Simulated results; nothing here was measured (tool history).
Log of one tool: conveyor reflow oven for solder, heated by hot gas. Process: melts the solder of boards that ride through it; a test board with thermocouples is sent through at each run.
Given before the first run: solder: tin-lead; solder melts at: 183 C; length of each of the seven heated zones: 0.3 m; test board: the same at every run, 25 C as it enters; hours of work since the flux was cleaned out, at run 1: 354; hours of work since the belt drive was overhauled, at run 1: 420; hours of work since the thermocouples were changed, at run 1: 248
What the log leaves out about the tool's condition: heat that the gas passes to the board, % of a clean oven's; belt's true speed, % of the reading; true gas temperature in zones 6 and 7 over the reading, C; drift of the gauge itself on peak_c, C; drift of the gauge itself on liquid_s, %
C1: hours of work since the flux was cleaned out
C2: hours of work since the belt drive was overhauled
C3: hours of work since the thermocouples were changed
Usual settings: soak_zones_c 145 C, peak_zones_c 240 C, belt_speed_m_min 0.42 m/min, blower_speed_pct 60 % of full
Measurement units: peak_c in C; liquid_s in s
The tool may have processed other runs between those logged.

Run 1, hour 0: usual settings; C1 354; C2 420; C3 248. Result: peak_c 222.5 C, liquid_s 71.2 s.
Run 2, hour 7.6: usual settings but soak_zones_c 136 C; C1 359; C2 425; C3 253. Result: peak_c 220.8 C, liquid_s 66.2 s.
Run 3, hour 11.8: usual settings but soak_zones_c 136 C; C1 362; C2 428; C3 256. Result: peak_c 220.8 C, liquid_s 66.1 s.
Run 4, hour 20: usual settings but soak_zones_c 136 C, blower_speed_pct 71 % of full; C1 367; C2 433; C3 261. Result: peak_c 223.9 C, liquid_s 69 s.
Run 5, hour 27.3: usual settings but soak_zones_c 136 C, blower_speed_pct 71 % of full; C1 372; C2 438; C3 266. Result: peak_c 224.1 C, liquid_s 69.4 s.
Run 6, hour 33.8: usual settings but soak_zones_c 136 C, blower_speed_pct 71 % of full; C1 376; C2 442; C3 270. Result: peak_c 223.8 C, liquid_s 68.9 s.
Run 7, hour 38.5: usual settings but belt_speed_m_min 0.462 m/min; C1 379; C2 445; C3 273. Result: peak_c 219.2 C, liquid_s 61.6 s.
Run 8, hour 45.5: usual settings but belt_speed_m_min 0.462 m/min; C1 383; C2 449; C3 277. Result: peak_c 218.9 C, liquid_s 61.8 s.
Run 9, hour 51.8: usual settings but belt_speed_m_min 0.462 m/min; C1 387; C2 453; C3 281. Result: peak_c 219.5 C, liquid_s 61.8 s.
Run 10, hour 60.1: usual settings but belt_speed_m_min 0.462 m/min; C1 393; C2 459; C3 287. Result: peak_c 219.3 C, liquid_s 61.6 s.
Run 11, hour 64.1: usual settings but belt_speed_m_min 0.462 m/min; C1 395; C2 461; C3 289. Result: peak_c 219.1 C, liquid_s 61.6 s.
Run 12, hour 69.9: usual settings but belt_speed_m_min 0.462 m/min; C1 399; C2 465; C3 293. Result: peak_c 219.2 C, liquid_s 61.3 s.
Run 13, hour 75.7: usual settings but belt_speed_m_min 0.462 m/min; C1 403; C2 469; C3 297. Result: peak_c 218.6 C, liquid_s 61.5 s.
Run 14, hour 84.8: usual settings but belt_speed_m_min 0.462 m/min; C1 409; C2 475; C3 302. Result: peak_c 219.2 C, liquid_s 61.7 s.
Run 15, hour 93.3: usual settings but belt_speed_m_min 0.462 m/min; C1 414; C2 480; C3 308. Result: peak_c 218.8 C, liquid_s 61.4 s.
Run 16, hour 98: usual settings but belt_speed_m_min 0.462 m/min; C1 417; C2 483; C3 311. Result: peak_c 218.8 C, liquid_s 62 s.
Run 17, hour 105.6: usual settings but belt_speed_m_min 0.462 m/min; C1 422; C2 488; C3 316. Result: peak_c 219 C, liquid_s 62.2 s.
At hour 112.6: flux residue cleaned out of gas plates and filters.
Run 18, hour 117.5: usual settings but belt_speed_m_min 0.462 m/min; C1 3; C2 492; C3 320. Result: peak_c 219 C, liquid_s 61.8 s.
Run 19, hour 124.4: usual settings but soak_zones_c 135 C, belt_speed_m_min 0.38 m/min; C1 8; C2 497; C3 325. Result: peak_c 223.7 C, liquid_s 76.2 s.
Run 20, hour 130.2: usual settings but soak_zones_c 135 C, belt_speed_m_min 0.38 m/min; C1 11; C2 500; C3 328. Result: peak_c 224 C, liquid_s 76.1 s.
Run 21, hour 138.4: usual settings but soak_zones_c 135 C, belt_speed_m_min 0.38 m/min; C1 17; C2 506; C3 334. Result: peak_c 224 C, liquid_s 75.7 s.
Run 22, hour 144.1: usual settings but soak_zones_c 135 C, belt_speed_m_min 0.38 m/min; C1 20; C2 509; C3 337. Result: peak_c 224.4 C, liquid_s 76 s.
Run 23, hour 149.5: usual settings but soak_zones_c 135 C, belt_speed_m_min 0.38 m/min, blower_speed_pct 77 % of full; C1 24; C2 513; C3 341. Result: peak_c 228.5 C, liquid_s 79.7 s.
Run 24, hour 157.8: usual settings; C1 29; C2 518; C3 346. Result: peak_c 222.5 C, liquid_s 71.9 s.
Run 25, hour 166.9: usual settings but peak_zones_c 252 C; C1 35; C2 524; C3 352. Result: peak_c 233.2 C, liquid_s 77.9 s.
Run 26, hour 171.5: usual settings but peak_zones_c 252 C; C1 38; C2 527; C3 355. Result: peak_c 232.9 C, liquid_s 78.5 s.
Run 27, hour 179: usual settings but peak_zones_c 235 C, blower_speed_pct 62 % of full; C1 43; C2 532; C3 360. Result: peak_c 218.6 C, liquid_s 68.3 s.
Run 28, hour 188: usual settings but peak_zones_c 235 C, blower_speed_pct 62 % of full; C1 48; C2 537; C3 365. Result: peak_c 218.9 C, liquid_s 68.5 s.
Run 29, hour 196.9: usual settings but belt_speed_m_min 0.349 m/min; C1 54; C2 543; C3 371. Result: peak_c 228.1 C, liquid_s 91.2 s.
Run 30, hour 204.2: usual settings but blower_speed_pct 75 % of full; C1 59; C2 548; C3 376. Result: peak_c 226.5 C, liquid_s 74.2 s.

Here are 3 independent what-if runs from the current tool condition. What would each one return?
Run A, hour 208.5: usual settings but belt_speed_m_min 0.447 m/min, blower_speed_pct 78 % of full; C1 61; C2 551; C3 378. Result: peak_c ?, liquid_s ?.
Run B, hour 208.5: usual settings but peak_zones_c 245 C, blower_speed_pct 51 % of full; C1 61; C2 551; C3 378. Result: peak_c ?, liquid_s ?.
Run C, hour 208.5: usual settings but soak_zones_c 150 C, blower_speed_pct 70 % of full; C1 61; C2 551; C3 378. Result: peak_c ?, liquid_s ?.

run  peak_c  liquid_s
  A   225.6      68.9
  B   224.1      71.3
  C   226.5      76.3
Take away the tool's hidden state, keep each run's random variation, and the runs would have read:
run  peak_c  liquid_s
  A   225.7      68.9
  B   224.1      71.4
  C   226.5      76.3
